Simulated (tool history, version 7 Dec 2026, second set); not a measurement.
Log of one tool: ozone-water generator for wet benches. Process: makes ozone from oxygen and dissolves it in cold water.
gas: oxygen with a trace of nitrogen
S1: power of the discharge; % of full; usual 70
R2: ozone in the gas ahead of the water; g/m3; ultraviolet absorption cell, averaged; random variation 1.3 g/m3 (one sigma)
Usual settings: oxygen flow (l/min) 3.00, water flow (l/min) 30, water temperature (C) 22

{"run": 1, "hour": 0.0, "S1": 70, "oxygen flow (l/min)": 3.0, "water flow (l/min)": 30, "water temperature (C)": 22, "dissolved ozone (ppm)": 9.7, "R2": 219.7}
{"run": 2, "hour": 51.7, "S1": 97, "oxygen flow (l/min)": 3.0, "water flow (l/min)": 30, "water temperature (C)": 22, "dissolved ozone (ppm)": 12.2, "R2": 281.6}
{"run": 3, "hour": 101.1, "S1": 97, "oxygen flow (l/min)": 3.0, "water flow (l/min)": 30, "water temperature (C)": 22, "dissolved ozone (ppm)": 12.2, "R2": 277.8}
{"run": 4, "hour": 139.5, "S1": 97, "oxygen flow (l/min)": 3.0, "water flow (l/min)": 30, "water temperature (C)": 22, "dissolved ozone (ppm)": 12.0, "R2": 274.3}
{"run": 5, "hour": 194.3, "S1": 70, "oxygen flow (l/min)": 3.0, "water flow (l/min)": 30, "water temperature (C)": 29, "dissolved ozone (ppm)": 9.1, "R2": 218.1}
{"run": 6, "hour": 235.4, "S1": 70, "oxygen flow (l/min)": 3.0, "water flow (l/min)": 30, "water temperature (C)": 29, "dissolved ozone (ppm)": 9.0, "R2": 215.8}
{"run": 7, "hour": 294.2, "S1": 70, "oxygen flow (l/min)": 3.0, "water flow (l/min)": 30, "water temperature (C)": 29, "dissolved ozone (ppm)": 9.1, "R2": 215.6}
{"hour": 318.8, "done": "water thermometer calibrated"}
{"run": 8, "hour": 358.0, "S1": 70, "oxygen flow (l/min)": 3.0, "water flow (l/min)": 30, "water temperature (C)": 29, "dissolved ozone (ppm)": 8.9, "R2": 215.6}
{"run": 9, "hour": 387.1, "S1": 70, "oxygen flow (l/min)": 3.0, "water flow (l/min)": 30, "water temperature (C)": 29, "dissolved ozone (ppm)": 9.1, "R2": 213.5}
{"hour": 404.9, "done": "contactor cleaned"}
{"run": 10, "hour": 447.5, "S1": 70, "oxygen flow (l/min)": 3.0, "water flow (l/min)": 30, "water temperature (C)": 29, "dissolved ozone (ppm)": 9.5, "R2": 215.4}
{"run": 11, "hour": 482.4, "S1": 70, "oxygen flow (l/min)": 3.0, "water flow (l/min)": 41, "water temperature (C)": 22, "dissolved ozone (ppm)": 6.9, "R2": 214.9}
{"run": 12, "hour": 516.9, "S1": 70, "oxygen flow (l/min)": 3.0, "water flow (l/min)": 41, "water temperature (C)": 22, "dissolved ozone (ppm)": 6.6, "R2": 214.0}
{"run": 13, "hour": 568.0, "S1": 70, "oxygen flow (l/min)": 3.0, "water flow (l/min)": 30, "water temperature (C)": 22, "dissolved ozone (ppm)": 10.1, "R2": 214.6}
{"run": 14, "hour": 629.2, "S1": 70, "oxygen flow (l/min)": 3.0, "water flow (l/min)": 30, "water temperature (C)": 22, "dissolved ozone (ppm)": 9.9, "R2": 213.4}
{"run": 15, "hour": 675.0, "S1": 70, "oxygen flow (l/min)": 3.0, "water flow (l/min)": 30, "water temperature (C)": 22, "dissolved ozone (ppm)": 9.6, "R2": 214.5}
{"run": 16, "hour": 723.7, "S1": 70, "oxygen flow (l/min)": 3.0, "water flow (l/min)": 30, "water temperature (C)": 22, "dissolved ozone (ppm)": 9.9, "R2": 212.4}
{"run": 17, "hour": 777.1, "S1": 82, "oxygen flow (l/min)": 2.1, "water flow (l/min)": 29, "water temperature (C)": 22, "dissolved ozone (ppm)": 10.0, "R2": 270.7}
{"run": 18, "hour": 814.7, "S1": 65, "oxygen flow (l/min)": 3.0, "water flow (l/min)": 30, "water temperature (C)": 15, "dissolved ozone (ppm)": 9.9, "R2": 200.0}
{"run": 19, "hour": 863.0, "S1": 65, "oxygen flow (l/min)": 3.0, "water flow (l/min)": 30, "water temperature (C)": 15, "dissolved ozone (ppm)": 9.7, "R2": 200.4}
{"run": 20, "hour": 911.6, "S1": 65, "oxygen flow (l/min)": 3.0, "water flow (l/min)": 30, "water temperature (C)": 15, "dissolved ozone (ppm)": 9.7, "R2": 198.7}
{"run": 21, "hour": 954.9, "S1": 65, "oxygen flow (l/min)": 1.91, "water flow (l/min)": 30, "water temperature (C)": 21, "dissolved ozone (ppm)": 7.6, "R2": 231.7}
{"run": 22, "hour": 987.7, "S1": 72, "oxygen flow (l/min)": 3.0, "water flow (l/min)": 26, "water temperature (C)": 25, "dissolved ozone (ppm)": 11.4, "R2": 214.6}
{"run": 23, "hour": 1048.8, "S1": 72, "oxygen flow (l/min)": 3.0, "water flow (l/min)": 26, "water temperature (C)": 25, "dissolved ozone (ppm)": 11.3, "R2": 213.3}
{"run": 24, "hour": 1091.6, "S1": 72, "oxygen flow (l/min)": 3.0, "water flow (l/min)": 26, "water temperature (C)": 25, "dissolved ozone (ppm)": 11.0, "R2": 214.1}
{"run": 25, "hour": 1158.9, "S1": 72, "oxygen flow (l/min)": 3.0, "water flow (l/min)": 26, "water temperature (C)": 25, "dissolved ozone (ppm)": 11.5, "R2": 213.5}
{"run": 26, "hour": 1211.2, "S1": 72, "oxygen flow (l/min)": 5.16, "water flow (l/min)": 26, "water temperature (C)": 26, "dissolved ozone (ppm)": 12.6, "R2": 175.0}
{"run": 27, "hour": 1276.5, "S1": 70, "oxygen flow (l/min)": 2.8, "water flow (l/min)": 23, "water temperature (C)": 22, "dissolved ozone (ppm)": 12.5, "R2": 211.4}
{"run": 28, "hour": 1343.9, "S1": 70, "oxygen flow (l/min)": 3.0, "water flow (l/min)": 30, "water temperature (C)": 18, "dissolved ozone (ppm)": 9.7, "R2": 206.5}
{"run": 29, "hour": 1410.8, "S1": 44, "oxygen flow (l/min)": 3.0, "water flow (l/min)": 30, "water temperature (C)": 14, "dissolved ozone (ppm)": 7.3, "R2": 149.3}
{"run": 30, "hour": 1477.4, "S1": 70, "oxygen flow (l/min)": 3.0, "water flow (l/min)": 23, "water temperature (C)": 22, "dissolved ozone (ppm)": 12.8, "R2": 205.8}
{"run": 31, "hour": 1539.7, "S1": 81, "oxygen flow (l/min)": 3.0, "water flow (l/min)": 31, "water temperature (C)": 22, "dissolved ozone (ppm)": 9.9, "R2": 226.2}
{"run": 32, "hour": 1581.8, "S1": 77, "oxygen flow (l/min)": 1.87, "water flow (l/min)": 30, "water temperature (C)": 21, "dissolved ozone (ppm)": 8.1, "R2": 257.8}

3 ways to go on from here, each from the tool as it stands after run 32. What would each give?
{"run": "A", "hour": 1612.5, "S1": 97, "oxygen flow (l/min)": 1.87, "water flow (l/min)": 43, "water temperature (C)": 15, "dissolved ozone (ppm)": "?", "R2": "?"}
{"run": "B", "hour": 1612.5, "S1": 77, "oxygen flow (l/min)": 1.72, "water flow (l/min)": 30, "water temperature (C)": 21, "dissolved ozone (ppm)": "?", "R2": "?"}
{"run": "C", "hour": 1612.5, "S1": 77, "oxygen flow (l/min)": 1.87, "water flow (l/min)": 30, "water temperature (C)": 21, "dissolved ozone (ppm)": "?", "R2": "?"}

run=A dissolved_ozone_(ppm)=6.0 R2=301.6
run=B dissolved_ozone_(ppm)=8.0 R2=264.8
run=C dissolved_ozone_(ppm)=8.2 R2=258.8
Without the tool's hidden state the same runs would have given:
run=A dissolved_ozone_(ppm)=7.4 R2=360.6
run=B dissolved_ozone_(ppm)=9.5 R2=308.8
run=C dissolved_ozone_(ppm)=9.8 R2=301.8
